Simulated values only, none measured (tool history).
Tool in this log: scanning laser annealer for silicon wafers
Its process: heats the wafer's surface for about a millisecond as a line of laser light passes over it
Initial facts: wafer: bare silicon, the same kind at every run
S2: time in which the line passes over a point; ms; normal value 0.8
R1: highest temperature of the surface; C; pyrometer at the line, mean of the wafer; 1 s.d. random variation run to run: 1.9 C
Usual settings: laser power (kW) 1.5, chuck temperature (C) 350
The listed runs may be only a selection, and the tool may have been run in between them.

{"run": 1, "hour": 0.0, "laser power (kW)": 1.5, "S2": 0.8, "chuck temperature (C)": 350, "R1": 1125}
{"run": 2, "hour": 23.5, "laser power (kW)": 1.5, "S2": 0.8, "chuck temperature (C)": 350, "R1": 1125}
{"run": 3, "hour": 37.8, "laser power (kW)": 1.5, "S2": 0.994, "chuck temperature (C)": 350, "R1": 1201}
{"hour": 47.9, "done": "optics aligned, line set to its width"}
{"run": 4, "hour": 73.1, "laser power (kW)": 1.5, "S2": 0.994, "chuck temperature (C)": 350, "R1": 1217}
{"run": 5, "hour": 95.5, "laser power (kW)": 1.5, "S2": 0.994, "chuck temperature (C)": 350, "R1": 1211}
{"run": 6, "hour": 126.0, "laser power (kW)": 1.526, "S2": 0.8, "chuck temperature (C)": 350, "R1": 1149}
{"run": 7, "hour": 153.2, "laser power (kW)": 1.315, "S2": 0.8, "chuck temperature (C)": 350, "R1": 1029}
{"run": 8, "hour": 178.2, "laser power (kW)": 1.5, "S2": 0.8, "chuck temperature (C)": 350, "R1": 1131}
{"run": 9, "hour": 197.3, "laser power (kW)": 1.5, "S2": 0.8, "chuck temperature (C)": 350, "R1": 1131}
{"run": 10, "hour": 220.4, "laser power (kW)": 1.5, "S2": 0.8, "chuck temperature (C)": 350, "R1": 1131}
{"run": 11, "hour": 244.9, "laser power (kW)": 1.5, "S2": 0.8, "chuck temperature (C)": 350, "R1": 1134}
{"run": 12, "hour": 275.8, "laser power (kW)": 1.5, "S2": 0.8, "chuck temperature (C)": 350, "R1": 1134}
{"run": 13, "hour": 299.8, "laser power (kW)": 1.5, "S2": 0.8, "chuck temperature (C)": 350, "R1": 1130}
{"run": 14, "hour": 316.5, "laser power (kW)": 1.5, "S2": 0.8, "chuck temperature (C)": 350, "R1": 1128}
{"run": 15, "hour": 344.2, "laser power (kW)": 1.5, "S2": 0.8, "chuck temperature (C)": 350, "R1": 1133}
{"run": 16, "hour": 372.3, "laser power (kW)": 1.469, "S2": 0.699, "chuck temperature (C)": 388, "R1": 1103}
{"run": 17, "hour": 403.0, "laser power (kW)": 1.5, "S2": 0.632, "chuck temperature (C)": 325, "R1": 1027}
{"run": 18, "hour": 423.2, "laser power (kW)": 1.299, "S2": 0.632, "chuck temperature (C)": 325, "R1": 922}
{"run": 19, "hour": 450.6, "laser power (kW)": 1.299, "S2": 0.91, "chuck temperature (C)": 384, "R1": 1078}
{"run": 20, "hour": 477.2, "laser power (kW)": 1.299, "S2": 0.91, "chuck temperature (C)": 384, "R1": 1081}
{"run": 21, "hour": 490.8, "laser power (kW)": 1.303, "S2": 0.64, "chuck temperature (C)": 333, "R1": 936}
{"run": 22, "hour": 507.8, "laser power (kW)": 1.36, "S2": 0.64, "chuck temperature (C)": 329, "R1": 958}
{"run": 23, "hour": 522.3, "laser power (kW)": 1.322, "S2": 0.863, "chuck temperature (C)": 350, "R1": 1041}
{"run": 24, "hour": 554.8, "laser power (kW)": 1.5, "S2": 0.712, "chuck temperature (C)": 375, "R1": 1112}
{"run": 25, "hour": 584.4, "laser power (kW)": 1.388, "S2": 0.709, "chuck temperature (C)": 334, "R1": 1008}
{"run": 26, "hour": 601.4, "laser power (kW)": 1.429, "S2": 0.709, "chuck temperature (C)": 375, "R1": 1069}
{"run": 27, "hour": 633.3, "laser power (kW)": 1.429, "S2": 0.709, "chuck temperature (C)": 375, "R1": 1069}

Subtracting, for every run, the result it would have given without the tool's unlogged condition from the measured result gives the following. The same run-to-run variation enters both numbers; the gauge's scatter may not:
Hidden state present: light that passes the window, % of a clean one's; laser's true power over the reading, %; width of the line over the set one, %; drift of the gauge itself on peak_c, C.
run=1 R1=-28
run=2 R1=-28
run=3 R1=-31
run=4 R1=-19
run=5 R1=-20
run=6 R1=-19
run=7 R1=-17
run=8 R1=-20
run=9 R1=-21
run=10 R1=-22
run=11 R1=-22
run=12 R1=-23
run=13 R1=-24
run=14 R1=-24
run=15 R1=-25
run=16 R1=-24
run=17 R1=-24
run=18 R1=-21
run=19 R1=-25
run=20 R1=-26
run=21 R1=-22
run=22 R1=-24
run=23 R1=-27
run=24 R1=-29
run=25 R1=-28
run=26 R1=-29
run=27 R1=-30
